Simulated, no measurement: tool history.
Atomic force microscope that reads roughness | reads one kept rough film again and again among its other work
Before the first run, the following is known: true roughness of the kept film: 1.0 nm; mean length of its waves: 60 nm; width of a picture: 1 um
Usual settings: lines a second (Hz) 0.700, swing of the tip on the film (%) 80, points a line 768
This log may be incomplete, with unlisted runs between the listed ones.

run	day	lines a second (Hz)	swing of the tip on the film (%)	points a line	roughness of the kept film (nm (root mean square))
1	0.000	0.700	80	768	0.955
2	0.879	2.683	80	768	0.911
3	1.425	3.642	80	768	0.875
4	2.262	0.700	80	768	0.970
5	2.833	0.700	80	768	0.964
6	3.462	0.700	68	768	0.966
7	4.246	0.700	80	768	0.963
8	4.700	0.700	60	768	0.970
9	5.238	0.700	60	457	0.967
10	6.100	0.700	60	457	0.980
11	6.533	0.700	89	768	0.946
12	7.092	0.700	89	768	0.951
13	7.488	0.700	89	768	0.950
14	8.129	0.700	89	768	0.943
15	8.712	0.700	89	768	0.951
16	9.562	2.971	64	768	0.945
17	10.038	1.140	78	293	0.937
18	10.825	0.621	65	293	0.971
19	11.533	0.700	63	268	0.965
20	12.050	1.984	61	889	0.960
21	12.788	1.984	81	425	0.920
22	13.188	1.154	69	819	0.956
23	13.858	1.154	69	908	0.973
24	14.612	0.713	56	680	0.976
25	15.308	1.882	78	571	0.945

Put back what was entered between runs (12 entries, withheld): which listed runs does each sit between, and how does the hidden state differ from the listed run before to the listed run after?
After run 1, before run 2: new tip fitted (day 0.325)
  radius of the tip, nm: 18.3 -> 12.5; height scale over the true one, %: -0.12 -> -0.13
  measured minus no-state result, roughness of the kept film (nm (root mean square)): -0.013 -> -0.007
After run 3, before run 4: new tip fitted (day 2.012)
  radius of the tip, nm: 17 -> 9; height scale over the true one, %: -0.14 -> -0.16
  measured minus no-state result, roughness of the kept film (nm (root mean square)): -0.011 -> -0.003
After run 6, before run 7: new tip fitted (day 3.667)
  radius of the tip, nm: 18.6 -> 12.2; height scale over the true one, %: -0.18 -> -0.19
  measured minus no-state result, roughness of the kept film (nm (root mean square)): -0.014 -> -0.007
After run 9, before run 10: new tip fitted (day 5.308)
  radius of the tip, nm: 19.6 -> 13.3; height scale over the true one, %: -0.21 -> -0.23
  measured minus no-state result, roughness of the kept film (nm (root mean square)): -0.016 -> -0.009
After run 11, before run 12: new tip fitted (day 6.950)
  radius of the tip, nm: 16.8 -> 8.3; height scale over the true one, %: -0.23 -> -0.24
  measured minus no-state result, roughness of the kept film (nm (root mean square)): -0.013 -> -0.004
After run 14, before run 15: new tip fitted (day 8.588)
  radius of the tip, nm: 17.1 -> 8.2; height scale over the true one, %: -0.26 -> -0.27
  measured minus no-state result, roughness of the kept film (nm (root mean square)): -0.013 -> -0.004
After run 17, before run 18: height scale calibrated on a step standard (day 10.154); new tip fitted (day 10.283)
  radius of the tip, nm: 18.9 -> 11.6; height scale over the true one, %: -0.29 -> -0.46
  measured minus no-state result, roughness of the kept film (nm (root mean square)): -0.015 -> -0.009
After run 19, before run 20: new tip fitted (day 11.958)
  radius of the tip, nm: 17.7 -> 8.2; height scale over the true one, %: -0.47 -> -0.48
  measured minus no-state result, roughness of the kept film (nm (root mean square)): -0.016 -> -0.005
After run 22, before run 23: new tip fitted (day 13.638)
  radius of the tip, nm: 18 -> 8.8; height scale over the true one, %: -0.5 -> -0.51
  measured minus no-state result, roughness of the kept film (nm (root mean square)): -0.016 -> -0.007
After run 24, before run 25: height scale calibrated on a step standard, once more (day 15.117); new tip fitted (day 15.308)
  radius of the tip, nm: 14.9 -> 7; height scale over the true one, %: -0.52 -> 0.29
  measured minus no-state result, roughness of the kept film (nm (root mean square)): -0.014 -> +0.003
